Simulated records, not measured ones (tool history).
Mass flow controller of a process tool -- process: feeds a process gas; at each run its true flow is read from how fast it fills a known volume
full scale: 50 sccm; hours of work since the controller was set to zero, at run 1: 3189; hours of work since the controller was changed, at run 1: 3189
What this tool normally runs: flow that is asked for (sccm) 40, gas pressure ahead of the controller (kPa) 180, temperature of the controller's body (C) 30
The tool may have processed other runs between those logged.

| run | hour | flow that is asked for (sccm) | gas pressure ahead of the controller (kPa) | temperature of the controller's body (C) | hours of work since the controller was set to zero | hours of work since the controller was changed | true flow (%) |
|---|---|---|---|---|---|---|---|
| 1 | 0 | 40 | 180 | 30 | 3189 | 3189 | 99.77 |
| 2 | 62.7 | 12 | 180 | 30 | 3226 | 3226 | 98.32 |
| 3 | 130.6 | 40 | 180 | 36 | 3267 | 3267 | 100.38 |
| 4 | 253.4 | 40 | 172 | 36 | 3339 | 3339 | 100.23 |
| 5 | 354 | 40 | 180 | 30 | 3399 | 3399 | 99.89 |
| 6 | 418 | 40 | 180 | 30 | 3437 | 3437 | 100.01 |
| 7 | 530.8 | 40 | 180 | 38 | 3503 | 3503 | 100.59 |
| 8 | 647.9 | 40 | 180 | 38 | 3573 | 3573 | 100.72 |
| 9 | 759.1 | 40 | 180 | 30 | 3639 | 3639 | 100.3 |
| 10 | 831.9 | 40 | 180 | 30 | 3682 | 3682 | 100.24 |
| 11 | 912.9 | 40 | 180 | 30 | 3730 | 3730 | 100.25 |
| 12 | 972.1 | 40 | 180 | 30 | 3765 | 3765 | 100.33 |
| 13 | 1103.4 | 11 | 184 | 27 | 3842 | 3842 | 98.64 |

Run 14, settings as shown, results not yet in. Your forecast:
| 14 | 1200.1 | 11 | 184 | 27 | 3900 | 3900 | ? |

true flow (%): 98.63
Take away the tool's hidden state, keep the run-to-run variation as it was, and the same run would have given true flow (%) 98.05.

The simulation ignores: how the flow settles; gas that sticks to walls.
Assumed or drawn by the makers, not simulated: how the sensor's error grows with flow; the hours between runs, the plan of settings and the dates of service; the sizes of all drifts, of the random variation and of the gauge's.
